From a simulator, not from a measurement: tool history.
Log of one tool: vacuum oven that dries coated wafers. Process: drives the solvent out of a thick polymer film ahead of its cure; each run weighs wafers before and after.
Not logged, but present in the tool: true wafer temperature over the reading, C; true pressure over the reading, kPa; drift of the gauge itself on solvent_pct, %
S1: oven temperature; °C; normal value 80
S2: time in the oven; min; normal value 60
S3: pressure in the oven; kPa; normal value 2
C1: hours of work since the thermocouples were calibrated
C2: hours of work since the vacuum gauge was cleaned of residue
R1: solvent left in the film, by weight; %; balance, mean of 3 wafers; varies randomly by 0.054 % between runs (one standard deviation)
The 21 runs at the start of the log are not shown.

{"run": 22, "hour": 1667.3, "S1": 80, "S2": 60, "S3": 7.38, "C1": 597, "C2": 2059, "R1": 4.75}
{"run": 23, "hour": 1770.5, "S1": 92, "S2": 31, "S3": 5.23, "C1": 641, "C2": 2103, "R1": 2.37}
{"run": 24, "hour": 1879.4, "S1": 92, "S2": 31, "S3": 1.38, "C1": 687, "C2": 2149, "R1": 1.36}
{"run": 25, "hour": 1955.6, "S1": 88, "S2": 57, "S3": 5.37, "C1": 719, "C2": 2181, "R1": 2.32}
{"run": 26, "hour": 2016.9, "S1": 88, "S2": 57, "S3": 5.37, "C1": 745, "C2": 2207, "R1": 2.16}
{"run": 27, "hour": 2110.1, "S1": 89, "S2": 73, "S3": 3.32, "C1": 784, "C2": 2246, "R1": 1.35}
{"run": 28, "hour": 2216.2, "S1": 89, "S2": 73, "S3": 3.32, "C1": 829, "C2": 2291, "R1": 1.3}
{"run": 29, "hour": 2303.2, "S1": 72, "S2": 95, "S3": 1.1, "C1": 866, "C2": 2328, "R1": 2.91}
{"run": 30, "hour": 2372.4, "S1": 88, "S2": 73, "S3": 1.6, "C1": 895, "C2": 2357, "R1": 0.72}
{"run": 31, "hour": 2440.6, "S1": 78, "S2": 40, "S3": 1.42, "C1": 924, "C2": 2386, "R1": 4.92}
{"hour": 2468.7, "done": "vacuum gauge cleaned of residue and calibrated"}
{"run": 32, "hour": 2495.5, "S1": 78, "S2": 40, "S3": 1.42, "C1": 947, "C2": 11, "R1": 4.76}
{"run": 33, "hour": 2595.5, "S1": 74, "S2": 60, "S3": 2, "C1": 989, "C2": 54, "R1": 4.47}
{"run": 34, "hour": 2694.0, "S1": 73, "S2": 92, "S3": 5.58, "C1": 1031, "C2": 95, "R1": 4.95}
{"run": 35, "hour": 2774.1, "S1": 85, "S2": 102, "S3": 1.82, "C1": 1065, "C2": 129, "R1": 0.85}
{"run": 36, "hour": 2883.3, "S1": 68, "S2": 60, "S3": 5.91, "C1": 1111, "C2": 175, "R1": 9.45}
{"run": 37, "hour": 2978.6, "S1": 72, "S2": 108, "S3": 7.71, "C1": 1151, "C2": 216, "R1": 6.04}
{"run": 38, "hour": 3062.1, "S1": 72, "S2": 108, "S3": 7.71, "C1": 1186, "C2": 251, "R1": 6.11}
{"run": 39, "hour": 3151.0, "S1": 72, "S2": 108, "S3": 7.71, "C1": 1224, "C2": 289, "R1": 6.17}
{"run": 40, "hour": 3232.8, "S1": 72, "S2": 108, "S3": 7.71, "C1": 1259, "C2": 323, "R1": 6.32}

5 options for the next run, each taken on its own from the tool as it stands now. Forecast them:
{"hour": 3302.2, "done": "oven's thermocouples calibrated"}
{"run": "A", "hour": 3349.8, "S1": 80, "S2": 48, "S3": 5.95, "C1": 20, "C2": 372, "R1": "?"}
{"hour": 3302.2, "done": "oven's thermocouples calibrated"}
{"run": "B", "hour": 3349.8, "S1": 77, "S2": 60, "S3": 2.97, "C1": 20, "C2": 372, "R1": "?"}
{"hour": 3302.2, "done": "oven's thermocouples calibrated"}
{"run": "C", "hour": 3349.8, "S1": 80, "S2": 60, "S3": 4.32, "C1": 20, "C2": 372, "R1": "?"}
{"hour": 3302.2, "done": "oven's thermocouples calibrated"}
{"run": "D", "hour": 3349.8, "S1": 80, "S2": 65, "S3": 7.71, "C1": 20, "C2": 372, "R1": "?"}
{"hour": 3302.2, "done": "oven's thermocouples calibrated"}
{"run": "E", "hour": 3349.8, "S1": 87, "S2": 72, "S3": 2, "C1": 20, "C2": 372, "R1": "?"}

run=A R1=4.77
run=B R1=3.62
run=C R1=3.16
run=D R1=4.49
run=E R1=0.85
Without the tool's hidden state the same runs would have given:
run=A R1=4.53
run=B R1=3.38
run=C R1=2.96
run=D R1=4.28
run=E R1=0.78

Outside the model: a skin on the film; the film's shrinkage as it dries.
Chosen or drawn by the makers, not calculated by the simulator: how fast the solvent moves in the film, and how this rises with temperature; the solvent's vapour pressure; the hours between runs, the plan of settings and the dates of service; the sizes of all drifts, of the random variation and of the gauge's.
